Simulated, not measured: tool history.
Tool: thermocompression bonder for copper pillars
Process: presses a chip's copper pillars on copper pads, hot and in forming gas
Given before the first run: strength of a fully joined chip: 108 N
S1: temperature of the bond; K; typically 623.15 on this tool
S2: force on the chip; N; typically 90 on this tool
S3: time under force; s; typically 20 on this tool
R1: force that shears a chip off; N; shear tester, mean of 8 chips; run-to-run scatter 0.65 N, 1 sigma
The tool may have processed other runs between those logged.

run   hour      S1   S2  S3    R1
  1    0.0  623.15   90  20  71.5
  2   24.5  623.15   90  20  71.4
  3   46.2  623.15   90  20  70.8
  4   76.4  623.15   90  20  70.5
  5  112.1  623.15   90  20  70.0
  6  150.9  623.15   90  20  69.3
  7  182.7  623.15   90  20  68.9
  8  205.7  648.15   55  11  46.8
  9  246.0  603.15   61  16  36.1
 10  298.5  603.15   61  16  36.5
 11  334.4  649.15  107  11  76.4
 12  387.9  623.15   71  47  70.6
     401.6  -- forming gas filter changed
 13  432.9  609.15   55  32  49.2

What if the next run were any one of these 3? Each begins from the tool's condition after run 13:
  A  466.9  620.15   89  17   ?
  B  466.9  612.15  134  39   ?
  C  466.9  602.15   55  32   ?

run    R1
  A  68.0
  B  95.5
  C  45.0
Had the tool no hidden state, the same runs would have come out as:
run    R1
  A  71.6
  B  98.4
  C  48.2
